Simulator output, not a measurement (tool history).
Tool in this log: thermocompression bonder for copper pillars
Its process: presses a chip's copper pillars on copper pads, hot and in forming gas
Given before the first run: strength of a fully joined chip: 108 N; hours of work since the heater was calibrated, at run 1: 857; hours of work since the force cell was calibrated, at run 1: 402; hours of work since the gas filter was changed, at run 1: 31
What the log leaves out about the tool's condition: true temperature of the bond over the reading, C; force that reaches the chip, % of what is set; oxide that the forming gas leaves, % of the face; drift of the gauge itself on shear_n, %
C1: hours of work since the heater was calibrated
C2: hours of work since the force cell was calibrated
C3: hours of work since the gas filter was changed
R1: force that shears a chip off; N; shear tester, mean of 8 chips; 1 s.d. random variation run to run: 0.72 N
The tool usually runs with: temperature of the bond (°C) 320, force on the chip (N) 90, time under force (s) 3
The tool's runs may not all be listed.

{"run": 1, "hour": 0.0, "temperature of the bond (°C)": 320, "force on the chip (N)": 90, "time under force (s)": 3, "C1": 857, "C2": 402, "C3": 31, "R1": 51.9}
{"run": 2, "hour": 33.1, "temperature of the bond (°C)": 320, "force on the chip (N)": 90, "time under force (s)": 3, "C1": 879, "C2": 425, "C3": 53, "R1": 51.9}
{"run": 3, "hour": 81.4, "temperature of the bond (°C)": 320, "force on the chip (N)": 90, "time under force (s)": 3, "C1": 911, "C2": 457, "C3": 85, "R1": 52.1}
{"run": 4, "hour": 119.3, "temperature of the bond (°C)": 320, "force on the chip (N)": 90, "time under force (s)": 3, "C1": 937, "C2": 482, "C3": 110, "R1": 51.9}
{"run": 5, "hour": 152.4, "temperature of the bond (°C)": 349, "force on the chip (N)": 90, "time under force (s)": 3, "C1": 959, "C2": 504, "C3": 133, "R1": 65.3}
{"run": 6, "hour": 195.1, "temperature of the bond (°C)": 349, "force on the chip (N)": 90, "time under force (s)": 3, "C1": 987, "C2": 533, "C3": 161, "R1": 64.6}
{"run": 7, "hour": 243.2, "temperature of the bond (°C)": 349, "force on the chip (N)": 90, "time under force (s)": 3, "C1": 1019, "C2": 565, "C3": 193, "R1": 64.4}
{"run": 8, "hour": 284.5, "temperature of the bond (°C)": 320, "force on the chip (N)": 90, "time under force (s)": 5, "C1": 1047, "C2": 593, "C3": 221, "R1": 61.8}
{"run": 9, "hour": 313.0, "temperature of the bond (°C)": 320, "force on the chip (N)": 90, "time under force (s)": 3, "C1": 1066, "C2": 612, "C3": 240, "R1": 51.8}
{"run": 10, "hour": 358.8, "temperature of the bond (°C)": 320, "force on the chip (N)": 90, "time under force (s)": 3, "C1": 1097, "C2": 642, "C3": 271, "R1": 50.6}
{"run": 11, "hour": 382.9, "temperature of the bond (°C)": 320, "force on the chip (N)": 90, "time under force (s)": 3, "C1": 1113, "C2": 659, "C3": 287, "R1": 51.1}
{"hour": 389.5, "done": "heater calibrated with a thermocouple chip"}
{"run": 12, "hour": 408.4, "temperature of the bond (°C)": 320, "force on the chip (N)": 90, "time under force (s)": 3, "C1": 13, "C2": 674, "C3": 302, "R1": 51.4}
{"run": 13, "hour": 450.4, "temperature of the bond (°C)": 336, "force on the chip (N)": 90, "time under force (s)": 3, "C1": 41, "C2": 702, "C3": 331, "R1": 60.3}
{"run": 14, "hour": 488.7, "temperature of the bond (°C)": 295, "force on the chip (N)": 105, "time under force (s)": 3, "C1": 66, "C2": 728, "C3": 356, "R1": 42.8}
{"run": 15, "hour": 530.2, "temperature of the bond (°C)": 294, "force on the chip (N)": 132, "time under force (s)": 3, "C1": 94, "C2": 756, "C3": 384, "R1": 48.6}
{"run": 16, "hour": 567.7, "temperature of the bond (°C)": 320, "force on the chip (N)": 55, "time under force (s)": 5, "C1": 119, "C2": 781, "C3": 409, "R1": 48.8}
{"run": 17, "hour": 607.7, "temperature of the bond (°C)": 320, "force on the chip (N)": 55, "time under force (s)": 5, "C1": 146, "C2": 808, "C3": 436, "R1": 50.8}
{"run": 18, "hour": 644.7, "temperature of the bond (°C)": 320, "force on the chip (N)": 66, "time under force (s)": 5, "C1": 171, "C2": 832, "C3": 460, "R1": 53.7}
{"hour": 649.3, "done": "forming gas filter changed"}
{"run": 19, "hour": 676.8, "temperature of the bond (°C)": 294, "force on the chip (N)": 134, "time under force (s)": 3, "C1": 192, "C2": 854, "C3": 18, "R1": 48.7}
{"run": 20, "hour": 698.6, "temperature of the bond (°C)": 342, "force on the chip (N)": 54, "time under force (s)": 3, "C1": 206, "C2": 868, "C3": 33, "R1": 50}
{"run": 21, "hour": 725.7, "temperature of the bond (°C)": 315, "force on the chip (N)": 123, "time under force (s)": 8, "C1": 225, "C2": 886, "C3": 51, "R1": 76.4}

Expected results for the next run?
{"run": 22, "hour": 770.6, "temperature of the bond (°C)": 330, "force on the chip (N)": 92, "time under force (s)": 5, "C1": 255, "C2": 916, "C3": 81, "R1": "?"}

Run 22 produced R1 66.3 N.
On a tool with no hidden condition, and with the same random variation, this run would have come out at R1 66.7 N.
